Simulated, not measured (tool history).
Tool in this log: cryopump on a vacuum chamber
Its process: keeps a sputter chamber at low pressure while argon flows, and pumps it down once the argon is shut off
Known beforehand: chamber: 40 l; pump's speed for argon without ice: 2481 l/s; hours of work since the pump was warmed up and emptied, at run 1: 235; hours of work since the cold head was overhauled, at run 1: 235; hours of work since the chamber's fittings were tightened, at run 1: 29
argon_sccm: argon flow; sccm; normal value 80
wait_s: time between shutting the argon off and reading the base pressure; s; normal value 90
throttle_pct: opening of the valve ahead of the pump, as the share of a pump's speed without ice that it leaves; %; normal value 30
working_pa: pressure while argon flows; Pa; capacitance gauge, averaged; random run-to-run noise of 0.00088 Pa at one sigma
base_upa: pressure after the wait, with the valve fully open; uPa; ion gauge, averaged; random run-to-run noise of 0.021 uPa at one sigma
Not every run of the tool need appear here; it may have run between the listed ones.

run     day  argon_sccm  wait_s  throttle_pct  hours of work since the pump was warmed up and emptied  hours of work since the cold head was overhauled  hours of work since the chamber's fittings were tightened  working_pa  base_upa
  1   0.000          80      90            30                                                     235                                               235                                                         29      0.1906      0.37
  2   2.329          80      90            30                                                     275                                               275                                                         69      0.1926      0.41
  3   4.075          80      90            30                                                     304                                               304                                                         99      0.1919      0.43
      5.929  -- pump warmed up, emptied and cooled again
  4   6.633          80      90            30                                                      12                                               344                                                        139      0.1815      0.42
  5   9.071          80      90            30                                                      53                                               386                                                        180      0.1837      0.40
  6  10.346          80      90            30                                                      75                                               408                                                        202      0.1856      0.42
  7  12.571          80      90            30                                                     113                                               446                                                        240      0.1856      0.43
  8  14.454          80      90            30                                                     145                                               478                                                        272      0.1856      0.48
  9  15.679          80      90            30                                                     166                                               498                                                        293      0.1876      0.42
 10  17.042          80     290            30                                                     189                                               522                                                        316      0.1873      0.28
 11  18.258          80     290            30                                                     210                                               542                                                        336      0.1874      0.30
 12  19.579          80     290            30                                                     232                                               565                                                        359      0.1891      0.28
 13  21.962          80     290            30                                                     273                                               605                                                        400      0.1920      0.33
 14  23.588          80     290            30                                                     301                                               633                                                        427      0.1920      0.37
     25.683  -- pump warmed up, emptied and cooled again
 15  25.850          80     290            30                                                       3                                               668                                                        462      0.1836      0.34
 16  28.079          80      90            41                                                      41                                               706                                                        500      0.1350      0.50
 17  29.371          67     240            30                                                      63                                               728                                                        522      0.1549      0.36
 18  30.562          67     240            30                                                      83                                               748                                                        542      0.1560      0.39
 19  32.550          66      80            37                                                     117                                               782                                                        576      0.1250      0.52
 20  34.192         132      24            19                                                     145                                               810                                                        604      0.4823      1.17
 21  35.379          80      90            23                                                     165                                               830                                                        624      0.2423      0.56
 22  37.154          50      61            30                                                     195                                               860                                                        654      0.1180      0.68
 23  38.696          50      61            18                                                     221                                               887                                                        681      0.1936      0.69
 24  40.921         106      62            36                                                     259                                               924                                                        719      0.2145      0.71
 25  42.108         106      62            36                                                     280                                               945                                                        739      0.2142      0.72
 26  44.371         106      62            36                                                     318                                               983                                                        777      0.2173      0.75
     45.525  -- pump warmed up, emptied and cooled again
 27  46.079         106      62            36                                                       9                                              1009                                                        803      0.2003      0.70
 28  48.275         106      62            36                                                      47                                              1046                                                        840      0.2034      0.70
 29  51.033          83      24            25                                                      94                                              1093                                                        887      0.2289      1.30
 30  52.262          83      25            23                                                     115                                              1114                                                        908      0.2511      1.21
 31  54.371          83      25            25                                                     151                                              1150                                                        944      0.2323      1.28

Predict each of these 4 candidate next runs independently; none follows another, all start after run 31:
  A  56.642          78      90            30                                                     189                                              1188                                                        983           ?         ?
  B  56.642          32      90            30                                                     189                                              1188                                                        983           ?         ?
  C  56.642          80     110            30                                                     189                                              1188                                                        983           ?         ?
  D  56.642          83      25            25                                                     189                                              1188                                                        983           ?         ?

run  working_pa  base_upa
  A      0.1837      0.65
  B      0.0753      0.67
  C      0.1888      0.63
  D      0.2355      1.31
What these runs would have given with no unlogged condition in the tool:
run  working_pa  base_upa
  A      0.1769      0.34
  B      0.0725      0.36
  C      0.1818      0.32
  D      0.2283      1.00

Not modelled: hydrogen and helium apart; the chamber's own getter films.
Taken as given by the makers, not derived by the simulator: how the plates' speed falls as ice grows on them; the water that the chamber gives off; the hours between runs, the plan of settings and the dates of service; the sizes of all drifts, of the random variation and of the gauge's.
